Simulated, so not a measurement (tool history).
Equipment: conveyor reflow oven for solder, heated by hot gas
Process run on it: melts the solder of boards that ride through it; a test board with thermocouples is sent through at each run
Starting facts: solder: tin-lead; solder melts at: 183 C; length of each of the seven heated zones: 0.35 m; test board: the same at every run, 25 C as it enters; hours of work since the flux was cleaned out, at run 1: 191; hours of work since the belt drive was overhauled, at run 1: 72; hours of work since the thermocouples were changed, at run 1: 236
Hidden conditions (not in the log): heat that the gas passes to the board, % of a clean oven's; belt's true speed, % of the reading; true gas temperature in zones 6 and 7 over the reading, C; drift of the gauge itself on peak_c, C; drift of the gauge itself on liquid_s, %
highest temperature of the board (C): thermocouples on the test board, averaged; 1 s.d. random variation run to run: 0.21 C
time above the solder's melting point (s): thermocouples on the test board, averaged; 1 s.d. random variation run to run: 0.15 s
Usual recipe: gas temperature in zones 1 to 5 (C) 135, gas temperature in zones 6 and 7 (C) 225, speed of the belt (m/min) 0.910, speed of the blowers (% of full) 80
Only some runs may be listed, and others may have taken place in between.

run	hour	gas temperature in zones 1 to 5 (C)	gas temperature in zones 6 and 7 (C)	speed of the belt (m/min)	speed of the blowers (% of full)	hours of work since the flux was cleaned out	hours of work since the belt drive was overhauled	hours of work since the thermocouples were changed	highest temperature of the board (C)	time above the solder's melting point (s)
1	0.0	135	225	0.910	80	191	72	236	205.2	26.7
2	55.4	135	225	0.910	80	220	101	265	205.2	26.5
# hour 64.3: flux residue cleaned out of gas plates and filters
3	93.7	135	225	0.910	80	16	119	282	206.7	27.8
4	120.3	135	225	0.910	80	30	133	297	206.0	27.2
5	160.3	122	225	0.910	80	51	154	318	203.2	23.2
6	210.1	122	225	0.910	80	77	180	344	203.2	23.0
7	263.0	122	225	0.910	80	105	208	372	202.8	22.7
8	301.3	135	225	0.937	80	125	228	392	203.9	25.0
9	356.4	135	225	0.910	80	154	257	421	205.1	26.4
10	404.2	135	225	0.910	79	180	283	447	204.3	26.3
11	461.7	135	214	0.910	80	210	313	477	195.6	19.0
# hour 491.7: flux residue cleaned out of gas plates and filters
12	514.6	135	214	0.910	69	12	338	502	194.6	17.7
13	561.1	135	225	0.910	62	37	363	527	201.4	23.3
14	594.2	135	225	0.910	62	54	381	544	201.4	23.5

Run 15 comes next. What will it give?
15	653.1	135	228	0.910	80	85	412	576	?	?

highest temperature of the board (C): 207.7
time above the solder's melting point (s): 28.6
Minus the tool's unlogged condition, the same run would have read highest temperature of the board (C) 209.7, time above the solder's melting point (s) 29.7.

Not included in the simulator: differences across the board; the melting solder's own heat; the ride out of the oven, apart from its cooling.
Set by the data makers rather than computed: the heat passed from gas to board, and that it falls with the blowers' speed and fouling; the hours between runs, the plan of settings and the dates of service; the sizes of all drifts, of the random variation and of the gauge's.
